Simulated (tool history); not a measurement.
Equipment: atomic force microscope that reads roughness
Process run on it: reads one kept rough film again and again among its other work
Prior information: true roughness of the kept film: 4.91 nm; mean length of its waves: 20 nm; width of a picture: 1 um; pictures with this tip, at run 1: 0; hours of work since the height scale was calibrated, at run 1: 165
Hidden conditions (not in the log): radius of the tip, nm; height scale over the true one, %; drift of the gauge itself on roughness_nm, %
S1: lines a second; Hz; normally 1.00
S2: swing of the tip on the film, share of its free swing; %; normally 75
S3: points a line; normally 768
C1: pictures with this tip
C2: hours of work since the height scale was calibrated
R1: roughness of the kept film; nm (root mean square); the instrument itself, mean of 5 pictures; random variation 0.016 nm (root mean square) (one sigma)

run	day	S1	S2	S3	C1	C2	R1
1	0.000	1.00	75	768	0	165	3.889
2	0.533	1.00	75	511	13	172	3.310
3	1.033	1.00	75	511	26	178	2.907
4	1.488	1.00	75	895	37	184	2.689
5	1.992	1.00	75	895	50	191	2.465
# day 2.788: new tip fitted
6	2.879	1.00	75	895	2	202	3.724
7	3.479	0.82	75	768	17	210	3.213
8	3.954	0.82	75	768	29	216	2.894
9	4.888	0.82	75	768	52	228	2.428
# day 5.621: new tip fitted
10	5.696	0.82	75	768	2	239	3.705
11	6.708	1.00	75	382	27	252	2.872
12	7.325	1.00	75	382	42	260	2.571
13	8.129	1.00	75	382	62	270	2.225
# day 8.229: height scale calibrated on a step standard
# day 8.488: new tip fitted
14	8.796	1.00	75	382	8	7	3.464
15	9.700	1.00	75	275	31	19	2.720
16	10.458	1.00	75	275	49	29	2.365
17	11.142	1.00	75	275	66	38	2.129
# day 11.312: new tip fitted
# day 11.612: height scale calibrated on a step standard, once more
18	11.708	1.00	75	275	9	1	3.397
19	12.521	1.00	75	393	29	12	2.870
20	13.017	1.00	75	393	42	18	2.587
21	14.046	1.00	75	689	67	32	2.210
# day 14.125: new tip fitted
22	15.008	1.58	75	689	22	44	3.068
23	15.533	0.59	75	768	35	51	2.812
24	16.562	0.61	65	768	60	64	2.337
# day 16.975: new tip fitted
25	17.012	0.61	65	768	1	70	3.784
26	17.721	0.60	79	768	18	79	3.080
27	18.662	1.90	79	311	42	91	2.388
28	19.621	3.10	57	534	66	104	2.115
# day 19.771: new tip fitted
29	20.317	0.70	76	768	13	113	3.378
30	21.000	2.65	73	344	31	122	2.740
31	21.546	1.16	75	568	44	129	2.557
32	22.421	1.54	75	793	66	140	2.190
# day 22.638: new tip fitted
33	23.071	1.00	68	896	11	148	3.380
34	23.546	1.50	61	896	22	155	3.070
35	24.425	0.67	70	356	44	166	2.569
36	25.029	0.63	70	280	59	174	2.256
# day 25.471: new tip fitted
37	25.892	1.00	69	483	10	185	3.442
38	26.379	1.00	69	796	22	191	3.118
39	27.258	1.00	69	796	44	203	2.627
40	28.029	1.00	69	796	63	213	2.291

Run by run, hidden condition taken away, random variation retained:
run	R1
1	3.892
2	3.796
3	3.810
4	3.852
5	3.851
6	3.872
7	3.861
8	3.881
9	3.861
10	3.849
11	3.783
12	3.795
13	3.793
14	3.797
15	3.733
16	3.744
17	3.765
18	3.748
19	3.806
20	3.797
21	3.827
22	3.818
23	3.917
24	3.894
25	3.898
26	3.851
27	3.638
28	3.813
29	3.874
30	3.689
31	3.820
32	3.778
33	3.863
34	3.890
35	3.843
36	3.789
37	3.848
38	3.878
39	3.895
40	3.867
